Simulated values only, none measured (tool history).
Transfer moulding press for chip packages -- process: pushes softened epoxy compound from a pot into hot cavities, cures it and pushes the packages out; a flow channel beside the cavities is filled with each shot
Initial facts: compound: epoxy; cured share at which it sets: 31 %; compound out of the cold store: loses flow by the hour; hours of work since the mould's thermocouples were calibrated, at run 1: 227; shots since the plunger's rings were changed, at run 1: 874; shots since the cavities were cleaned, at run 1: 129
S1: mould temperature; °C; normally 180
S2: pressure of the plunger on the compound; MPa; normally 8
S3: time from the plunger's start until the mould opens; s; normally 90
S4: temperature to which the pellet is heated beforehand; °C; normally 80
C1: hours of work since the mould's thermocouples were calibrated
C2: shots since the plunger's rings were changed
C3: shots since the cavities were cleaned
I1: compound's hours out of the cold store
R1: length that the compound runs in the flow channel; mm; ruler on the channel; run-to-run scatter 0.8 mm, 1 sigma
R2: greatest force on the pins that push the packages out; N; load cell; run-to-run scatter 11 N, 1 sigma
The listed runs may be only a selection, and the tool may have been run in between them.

| run | hour | S1 | S2 | S3 | S4 | C1 | C2 | C3 | I1 | R1 | R2 |
|---|---|---|---|---|---|---|---|---|---|---|---|
| 1 | 0 | 180 | 8 | 90 | 80 | 227 | 874 | 129 | 30.4 | 500.1 | 564 |
| 2 | 40.3 | 180 | 8 | 90 | 80 | 253 | 1405 | 660 | 29.1 | 502.4 | 799 |
|  | 49.3 | cavities cleaned with cleaning compound and waxed |
| 3 | 79.7 | 180 | 8 | 78 | 80 | 277 | 1903 | 399 | 8.1 | 563 | 851 |
|  | 107.8 | cavities cleaned with cleaning compound and waxed |
| 4 | 130.3 | 180 | 8 | 78 | 80 | 309 | 2550 | 297 | 13.7 | 542.8 | 812 |
|  | 147.4 | plunger's sealing rings changed |
|  | 169.1 | cavities cleaned with cleaning compound and waxed |
| 5 | 170.6 | 180 | 8 | 90 | 80 | 333 | 285 | 19 | 42 | 471.9 | 510 |
| 6 | 201.4 | 180 | 6.48 | 90 | 80 | 353 | 691 | 425 | 44 | 418.9 | 710 |
|  | 227.4 | cavities cleaned with cleaning compound and waxed |
| 7 | 252.1 | 180 | 6.48 | 90 | 80 | 385 | 1338 | 325 | 36.3 | 435.1 | 652 |
|  | 290.4 | cavities cleaned with cleaning compound and waxed |
| 8 | 291.5 | 180 | 6.48 | 90 | 80 | 409 | 1838 | 16 | 16.9 | 481.5 | 517 |
| 9 | 346.6 | 180 | 6.48 | 90 | 80 | 445 | 2563 | 741 | 11.7 | 493.8 | 802 |
|  | 350.8 | cavities cleaned with cleaning compound and waxed |
|  | 366.7 | plunger's sealing rings changed |
|  | 414 | cavities cleaned with cleaning compound and waxed |
| 10 | 414.2 | 185 | 8 | 90 | 80 | 486 | 605 | 3 | 20.8 | 522.8 | 468 |
|  | 474.4 | cavities cleaned with cleaning compound and waxed |
| 11 | 476 | 185 | 8 | 90 | 80 | 525 | 1398 | 20 | 21.3 | 518.7 | 474 |
| 12 | 518.8 | 180 | 8 | 105 | 80 | 553 | 1962 | 584 | 42.6 | 464.4 | 685 |
|  | 533.7 | cavities cleaned with cleaning compound and waxed |
| 13 | 548.9 | 180 | 8 | 105 | 80 | 571 | 2339 | 200 | 21.9 | 519.4 | 540 |
|  | 584.5 | plunger's sealing rings changed |
|  | 599.3 | cavities cleaned with cleaning compound and waxed |
| 14 | 612.8 | 180 | 8 | 105 | 80 | 610 | 354 | 179 | 35.9 | 487.1 | 568 |
|  | 623.4 | mould's thermocouples calibrated |
|  | 660.1 | cavities cleaned with cleaning compound and waxed |
| 15 | 677.9 | 177 | 8.53 | 128 | 74 | 34 | 1164 | 235 | 9.8 | 584.1 | 538 |
|  | 723.1 | cavities cleaned with cleaning compound and waxed |
| 16 | 732.9 | 187 | 8 | 113 | 80 | 69 | 1868 | 129 | 19.2 | 519.5 | 516 |
| 17 | 766.9 | 174 | 6.5 | 113 | 80 | 91 | 2315 | 576 | 35.6 | 439.6 | 700 |
|  | 781.1 | cavities cleaned with cleaning compound and waxed |
| 18 | 798.3 | 174 | 6.5 | 113 | 80 | 111 | 2709 | 226 | 12.8 | 498.4 | 604 |
|  | 805.5 | plunger's sealing rings changed |
|  | 844.9 | cavities cleaned with cleaning compound and waxed |
| 19 | 844.9 | 174 | 6.5 | 113 | 80 | 138 | 499 | 0 | 45.7 | 422.5 | 456 |
| 20 | 883.6 | 174 | 6.5 | 113 | 80 | 164 | 1009 | 510 | 20.2 | 487.2 | 709 |
|  | 907.6 | cavities cleaned with cleaning compound and waxed |
| 21 | 916.4 | 186 | 6.5 | 113 | 78 | 184 | 1421 | 116 | 23 | 462.7 | 500 |
| 22 | 963.4 | 186 | 6.5 | 113 | 78 | 214 | 2039 | 734 | 18.2 | 471.2 | 707 |
|  | 970.2 | cavities cleaned with cleaning compound and waxed |
| 23 | 1001.4 | 176 | 9.54 | 90 | 71 | 238 | 2519 | 410 | 35.5 | 531.3 | 804 |
|  | 1020.8 | plunger's sealing rings changed |
|  | 1032.9 | cavities cleaned with cleaning compound and waxed |
| 24 | 1037.6 | 176 | 8 | 90 | 90 | 259 | 201 | 62 | 33.8 | 499.7 | 575 |
| 25 | 1082.6 | 180 | 7.66 | 90 | 80 | 288 | 794 | 655 | 39.4 | 466.3 | 764 |
|  | 1091.7 | cavities cleaned with cleaning compound and waxed |
| 26 | 1131.5 | 180 | 7.66 | 90 | 80 | 319 | 1417 | 523 | 28.8 | 492.2 | 782 |
|  | 1152.2 | cavities cleaned with cleaning compound and waxed |
| 27 | 1179.8 | 180 | 7.66 | 90 | 80 | 349 | 2033 | 363 | 31.1 | 484.6 | 638 |

Alternative continuations, all from the tool just after run 27; predict every row:
|  | 1213.2 | cavities cleaned with cleaning compound and waxed |
|  | 1239.8 | plunger's sealing rings changed |
| A | 1239.8 | 180 | 7.06 | 125 | 80 | 386 | 0 | 316 | 33.3 | ? | ? |
|  | 1213.2 | cavities cleaned with cleaning compound and waxed |
|  | 1239.8 | plunger's sealing rings changed |
| B | 1239.8 | 187 | 6.12 | 107 | 80 | 386 | 0 | 316 | 26.6 | ? | ? |
|  | 1213.2 | cavities cleaned with cleaning compound and waxed |
|  | 1239.8 | plunger's sealing rings changed |
| C | 1239.8 | 175 | 8 | 90 | 86 | 386 | 0 | 316 | 25.8 | ? | ? |

| run | R1 | R2 |
|---|---|---|
| A | 465.3 | 625 |
| B | 442 | 611 |
| C | 522.7 | 832 |
With the hidden condition removed and each run's random variation left untouched, the same runs would have given:
| run | R1 | R2 |
|---|---|---|
| A | 465.8 | 451 |
| B | 442.6 | 441 |
| C | 523.2 | 577 |

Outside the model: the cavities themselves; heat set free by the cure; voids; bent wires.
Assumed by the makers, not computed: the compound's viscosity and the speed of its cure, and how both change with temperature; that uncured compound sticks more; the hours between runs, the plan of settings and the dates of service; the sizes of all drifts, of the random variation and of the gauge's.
